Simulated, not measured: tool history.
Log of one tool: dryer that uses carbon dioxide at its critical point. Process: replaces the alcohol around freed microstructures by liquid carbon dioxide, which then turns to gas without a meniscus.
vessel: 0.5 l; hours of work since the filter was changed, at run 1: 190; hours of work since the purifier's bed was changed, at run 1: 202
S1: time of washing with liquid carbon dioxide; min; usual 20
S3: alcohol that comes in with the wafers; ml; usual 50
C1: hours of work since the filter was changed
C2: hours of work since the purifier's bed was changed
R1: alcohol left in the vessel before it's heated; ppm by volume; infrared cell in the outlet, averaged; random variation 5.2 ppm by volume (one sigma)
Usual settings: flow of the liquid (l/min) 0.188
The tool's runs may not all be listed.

{"run": 1, "hour": 0.0, "S1": 20, "flow of the liquid (l/min)": 0.188, "S3": 50, "C1": 190, "C2": 202, "R1": 140}
{"run": 2, "hour": 14.7, "S1": 20, "flow of the liquid (l/min)": 0.188, "S3": 38, "C1": 197, "C2": 209, "R1": 121}
{"run": 3, "hour": 26.5, "S1": 20, "flow of the liquid (l/min)": 0.188, "S3": 50, "C1": 202, "C2": 214, "R1": 155}
{"run": 4, "hour": 37.1, "S1": 20, "flow of the liquid (l/min)": 0.188, "S3": 50, "C1": 207, "C2": 219, "R1": 150}
{"run": 5, "hour": 50.5, "S1": 20, "flow of the liquid (l/min)": 0.132, "S3": 50, "C1": 214, "C2": 226, "R1": 795}
{"run": 6, "hour": 59.5, "S1": 20, "flow of the liquid (l/min)": 0.274, "S3": 50, "C1": 218, "C2": 230, "R1": 47}
{"run": 7, "hour": 70.6, "S1": 20, "flow of the liquid (l/min)": 0.274, "S3": 50, "C1": 223, "C2": 235, "R1": 56}
{"run": 8, "hour": 84.0, "S1": 20, "flow of the liquid (l/min)": 0.186, "S3": 50, "C1": 230, "C2": 241, "R1": 170}
{"run": 9, "hour": 91.3, "S1": 20, "flow of the liquid (l/min)": 0.186, "S3": 50, "C1": 233, "C2": 245, "R1": 162}
{"run": 10, "hour": 104.2, "S1": 20, "flow of the liquid (l/min)": 0.188, "S3": 21, "C1": 239, "C2": 251, "R1": 97}
{"run": 11, "hour": 113.4, "S1": 20, "flow of the liquid (l/min)": 0.188, "S3": 21, "C1": 244, "C2": 255, "R1": 104}
{"run": 12, "hour": 121.5, "S1": 20, "flow of the liquid (l/min)": 0.194, "S3": 45, "C1": 247, "C2": 259, "R1": 126}
{"run": 13, "hour": 127.4, "S1": 20, "flow of the liquid (l/min)": 0.179, "S3": 50, "C1": 250, "C2": 262, "R1": 193}
{"run": 14, "hour": 138.3, "S1": 20, "flow of the liquid (l/min)": 0.179, "S3": 50, "C1": 255, "C2": 267, "R1": 199}

Run 15 comes next. What will it give?
{"run": 15, "hour": 144.6, "S1": 20, "flow of the liquid (l/min)": 0.179, "S3": 50, "C1": 258, "C2": 270, "R1": "?"}

Run 15 gave R1 203 ppm by volume.
Without the tool's hidden state the same run would have given R1 112 ppm by volume.
